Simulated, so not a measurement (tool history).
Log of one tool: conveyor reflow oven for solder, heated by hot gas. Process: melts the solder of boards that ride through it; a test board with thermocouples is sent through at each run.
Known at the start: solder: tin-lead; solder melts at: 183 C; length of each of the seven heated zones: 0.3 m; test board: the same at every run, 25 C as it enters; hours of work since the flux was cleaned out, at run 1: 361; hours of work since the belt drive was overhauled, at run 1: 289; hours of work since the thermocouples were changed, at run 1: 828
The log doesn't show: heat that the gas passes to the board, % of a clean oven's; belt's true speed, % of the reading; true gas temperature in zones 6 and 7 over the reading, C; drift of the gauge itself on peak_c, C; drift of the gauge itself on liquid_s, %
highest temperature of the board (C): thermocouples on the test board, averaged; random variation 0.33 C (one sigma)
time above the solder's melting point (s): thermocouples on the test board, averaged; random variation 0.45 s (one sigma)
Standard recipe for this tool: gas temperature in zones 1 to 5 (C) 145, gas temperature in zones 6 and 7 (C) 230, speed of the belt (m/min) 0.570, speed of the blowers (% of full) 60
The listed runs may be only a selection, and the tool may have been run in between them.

| run | day | gas temperature in zones 1 to 5 (C) | gas temperature in zones 6 and 7 (C) | speed of the belt (m/min) | speed of the blowers (% of full) | hours of work since the flux was cleaned out | hours of work since the belt drive was overhauled | hours of work since the thermocouples were changed | highest temperature of the board (C) | time above the solder's melting point (s) |
|---|---|---|---|---|---|---|---|---|---|---|
| 1 | 0.000 | 145 | 230 | 0.570 | 60 | 361 | 289 | 828 | 214.2 | 47.0 |
| 2 | 1.558 | 145 | 230 | 0.570 | 60 | 386 | 315 | 853 | 214.1 | 46.7 |
| 3 | 2.204 | 145 | 230 | 0.570 | 68 | 397 | 325 | 864 | 216.2 | 48.9 |
| 4 | 3.733 | 138 | 230 | 0.570 | 60 | 421 | 350 | 889 | 212.4 | 43.4 |
| 5 | 4.883 | 138 | 230 | 0.570 | 60 | 440 | 369 | 907 | 212.5 | 43.5 |
|  | 6.254 | flux residue cleaned out of gas plates and filters |
| 6 | 6.621 | 138 | 230 | 0.570 | 60 | 6 | 394 | 932 | 211.1 | 42.9 |
| 7 | 7.296 | 138 | 230 | 0.570 | 60 | 17 | 405 | 943 | 211.1 | 43.0 |
|  | 8.333 | thermocouples of zones 6 and 7 changed |
| 8 | 8.333 | 145 | 230 | 0.570 | 60 | 33 | 420 | 0 | 211.1 | 44.9 |
| 9 | 9.850 | 145 | 230 | 0.570 | 60 | 57 | 445 | 25 | 210.8 | 44.5 |
| 10 | 10.800 | 154 | 230 | 0.570 | 60 | 73 | 461 | 40 | 212.5 | 50.0 |
| 11 | 11.988 | 145 | 230 | 0.570 | 60 | 92 | 480 | 60 | 210.9 | 44.4 |
| 12 | 13.504 | 145 | 228 | 0.570 | 60 | 117 | 505 | 85 | 209.1 | 43.7 |
| 13 | 14.483 | 145 | 230 | 0.570 | 50 | 133 | 521 | 101 | 208.3 | 41.8 |
|  | 14.875 | flux residue cleaned out of gas plates and filters, once more |
| 14 | 16.196 | 145 | 235 | 0.570 | 50 | 22 | 546 | 125 | 215.6 | 48.4 |
| 15 | 17.608 | 145 | 230 | 0.570 | 60 | 45 | 569 | 148 | 215.0 | 47.9 |
| 16 | 18.258 | 145 | 230 | 0.599 | 60 | 55 | 579 | 159 | 213.5 | 44.6 |
| 17 | 19.446 | 145 | 230 | 0.599 | 60 | 75 | 599 | 178 | 213.0 | 44.2 |
| 18 | 20.888 | 145 | 226 | 0.610 | 60 | 98 | 622 | 202 | 209.2 | 40.3 |
| 19 | 22.254 | 145 | 230 | 0.570 | 83 | 121 | 645 | 224 | 219.0 | 51.5 |
| 20 | 23.050 | 138 | 231 | 0.666 | 69 | 134 | 658 | 237 | 210.9 | 36.0 |
| 21 | 24.067 | 138 | 231 | 0.666 | 69 | 150 | 674 | 254 | 210.9 | 36.7 |
| 22 | 25.417 | 135 | 230 | 0.570 | 60 | 172 | 696 | 276 | 211.8 | 43.8 |
| 23 | 26.304 | 132 | 221 | 0.570 | 60 | 187 | 711 | 290 | 203.8 | 35.4 |
| 24 | 27.479 | 132 | 221 | 0.570 | 60 | 206 | 730 | 310 | 204.1 | 34.9 |
| 25 | 28.304 | 145 | 218 | 0.570 | 74 | 219 | 743 | 323 | 207.0 | 43.8 |
| 26 | 29.488 | 145 | 225 | 0.570 | 70 | 239 | 763 | 342 | 212.0 | 46.5 |
| 27 | 30.142 | 142 | 239 | 0.586 | 61 | 250 | 774 | 353 | 220.1 | 49.4 |
| 28 | 31.621 | 145 | 230 | 0.570 | 60 | 274 | 798 | 377 | 213.9 | 48.1 |
| 29 | 32.596 | 145 | 230 | 0.570 | 60 | 290 | 814 | 393 | 213.8 | 48.1 |
| 30 | 33.758 | 140 | 242 | 0.463 | 83 | 309 | 833 | 412 | 234.3 | 71.4 |
| 31 | 34.571 | 145 | 222 | 0.662 | 89 | 322 | 846 | 425 | 208.3 | 38.3 |

Measured less the same run without the tool's hidden state. The same run-to-run variation is in both; the gauge's scatter may not be:
| run | highest temperature of the board (C) | time above the solder's melting point (s) |
|---|---|---|
| 1 | +0.3 | +0.2 |
| 2 | +0.3 | +0.2 |
| 3 | +0.2 | +0.1 |
| 4 | +0.1 | -0.1 |
| 5 | +0.0 | -0.1 |
| 6 | -0.8 | -0.8 |
| 7 | -0.8 | -0.9 |
| 8 | -2.6 | -2.2 |
| 9 | -2.7 | -2.2 |
| 10 | -2.4 | -1.7 |
| 11 | -2.7 | -2.3 |
| 12 | -2.7 | -2.5 |
| 13 | -2.5 | -2.3 |
| 14 | +0.7 | +1.2 |
| 15 | +0.7 | +1.1 |
| 16 | +0.7 | +1.0 |
| 17 | +0.6 | +1.0 |
| 18 | +0.5 | +1.0 |
| 19 | +0.4 | +0.9 |
| 20 | +0.3 | +0.7 |
| 21 | +0.2 | +0.6 |
| 22 | +0.4 | +0.9 |
| 23 | +0.3 | +0.8 |
| 24 | +0.3 | +0.7 |
| 25 | +0.2 | +0.7 |
| 26 | +0.2 | +0.8 |
| 27 | +0.1 | +0.9 |
| 28 | +0.2 | +0.9 |
| 29 | +0.2 | +0.9 |
| 30 | +0.2 | +1.5 |
| 31 | -0.3 | +0.1 |
